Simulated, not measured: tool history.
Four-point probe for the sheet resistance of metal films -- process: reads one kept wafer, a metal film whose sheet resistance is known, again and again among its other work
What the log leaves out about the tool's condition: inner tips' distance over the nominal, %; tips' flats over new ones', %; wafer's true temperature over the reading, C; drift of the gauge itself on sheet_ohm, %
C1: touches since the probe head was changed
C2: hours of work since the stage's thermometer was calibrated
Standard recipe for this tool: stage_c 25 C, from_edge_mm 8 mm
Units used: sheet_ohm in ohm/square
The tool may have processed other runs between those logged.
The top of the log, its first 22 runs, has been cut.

{"run": 23, "hour": 789.8, "stage_c": 25, "from_edge_mm": 52, "C1": 56272, "C2": 901, "sheet_ohm": 2.427885}
{"run": 24, "hour": 828.9, "stage_c": 25, "from_edge_mm": 52, "C1": 58213, "C2": 927, "sheet_ohm": 2.426241}
{"run": 25, "hour": 865.7, "stage_c": 25, "from_edge_mm": 72, "C1": 60045, "C2": 951, "sheet_ohm": 2.42626}
{"run": 26, "hour": 894.8, "stage_c": 33, "from_edge_mm": 38, "C1": 61492, "C2": 970, "sheet_ohm": 2.417903}
{"run": 27, "hour": 945.9, "stage_c": 23, "from_edge_mm": 38, "C1": 64036, "C2": 1004, "sheet_ohm": 2.427436}
{"run": 28, "hour": 996.2, "stage_c": 21, "from_edge_mm": 5, "C1": 66538, "C2": 1037, "sheet_ohm": 2.45041}
{"run": 29, "hour": 1022.2, "stage_c": 21, "from_edge_mm": 5, "C1": 67830, "C2": 1054, "sheet_ohm": 2.449773}
{"run": 30, "hour": 1050.7, "stage_c": 21, "from_edge_mm": 5, "C1": 69247, "C2": 1073, "sheet_ohm": 2.449702}
{"run": 31, "hour": 1087.7, "stage_c": 21, "from_edge_mm": 5, "C1": 71088, "C2": 1097, "sheet_ohm": 2.449325}
{"run": 32, "hour": 1131.4, "stage_c": 20, "from_edge_mm": 4, "C1": 73259, "C2": 1126, "sheet_ohm": 2.460691}
{"run": 33, "hour": 1172.8, "stage_c": 23, "from_edge_mm": 13, "C1": 75320, "C2": 1153, "sheet_ohm": 2.428295}
{"run": 34, "hour": 1219.9, "stage_c": 23, "from_edge_mm": 13, "C1": 77664, "C2": 1184, "sheet_ohm": 2.429003}
{"run": 35, "hour": 1262.4, "stage_c": 31, "from_edge_mm": 6, "C1": 79777, "C2": 1212, "sheet_ohm": 2.430288}

5 ways to go on from here, each from the tool as it stands after run 35. What would each give?
{"run": "A", "hour": 1293.4, "stage_c": 22, "from_edge_mm": 3, "C1": 81318, "C2": 1233, "sheet_ohm": "?"}
{"run": "B", "hour": 1293.4, "stage_c": 18, "from_edge_mm": 25, "C1": 81318, "C2": 1233, "sheet_ohm": "?"}
{"run": "C", "hour": 1293.4, "stage_c": 31, "from_edge_mm": 7, "C1": 81318, "C2": 1233, "sheet_ohm": "?"}
{"run": "D", "hour": 1293.4, "stage_c": 24, "from_edge_mm": 53, "C1": 81318, "C2": 1233, "sheet_ohm": "?"}
{"run": "E", "hour": 1293.4, "stage_c": 33, "from_edge_mm": 5, "C1": 81318, "C2": 1233, "sheet_ohm": "?"}

run=A sheet_ohm=2.482482
run=B sheet_ohm=2.430519
run=C sheet_ohm=2.427069
run=D sheet_ohm=2.422976
run=E sheet_ohm=2.434166
Without the tool's hidden state the same runs would have given:
run=A sheet_ohm=2.493323
run=B sheet_ohm=2.441126
run=C sheet_ohm=2.437756
run=D sheet_ohm=2.433597
run=E sheet_ohm=2.444895

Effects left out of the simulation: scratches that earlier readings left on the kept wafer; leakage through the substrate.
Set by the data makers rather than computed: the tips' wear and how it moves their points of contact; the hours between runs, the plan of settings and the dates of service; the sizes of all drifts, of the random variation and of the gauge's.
